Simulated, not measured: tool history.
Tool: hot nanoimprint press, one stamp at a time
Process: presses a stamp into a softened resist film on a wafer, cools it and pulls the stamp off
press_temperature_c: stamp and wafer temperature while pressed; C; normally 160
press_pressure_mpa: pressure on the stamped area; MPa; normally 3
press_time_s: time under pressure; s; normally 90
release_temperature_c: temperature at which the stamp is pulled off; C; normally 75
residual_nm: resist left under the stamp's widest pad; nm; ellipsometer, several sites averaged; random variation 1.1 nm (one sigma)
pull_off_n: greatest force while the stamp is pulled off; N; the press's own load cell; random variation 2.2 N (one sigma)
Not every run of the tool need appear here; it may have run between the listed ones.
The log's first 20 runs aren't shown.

run	hour	press_temperature_c	press_pressure_mpa	press_time_s	release_temperature_c	hours of work since the thermocouple was calibrated	imprints on the stamp's release coat	hours of work since the press's seals were changed	residual_nm	pull_off_n
# hour 1317.9: press's hydraulic seals changed and the load cell set to zero
21	1359	160	2.9	164	75	483	1206	24	133.5	162
# hour 1402.6: stamp cleaned and given a new release coat
22	1419	160	2.08	47	61	515	68	56	222	205
23	1468.5	160	4.14	158	75	544	275	85	110.2	149
24	1523.6	160	4.14	91	78	576	503	118	131.7	137
# hour 1572.2: plate thermocouple calibrated
25	1617.3	159	4.51	91	78	27	881	171	143	147
26	1708.8	160	2.31	72	61	81	1262	225	201.9	223
# hour 1736.5: stamp cleaned and given a new release coat
27	1757.4	167	3	90	75	106	87	251	115.4	151
28	1838.3	160	2.91	71	75	154	423	298	179.6	152
29	1894.3	160	3	90	83	187	656	331	164.3	124
30	1971.8	160	1.92	90	80	232	979	377	203	136

3 ways to go on from here, each from the tool as it stands after run 30. What would each give?
A	2048.8	160	2.15	117	75	278	1299	423	?	?
B	2048.8	159	3.88	90	69	278	1299	423	?	?
C	2048.8	160	2.55	90	67	278	1299	423	?	?

run	residual_nm	pull_off_n
A	177.4	164
B	150.8	188
C	176.5	194
Without the tool's unlogged condition, the same runs would have read:
run	residual_nm	pull_off_n
A	184.6	152
B	157.6	174
C	183.7	179
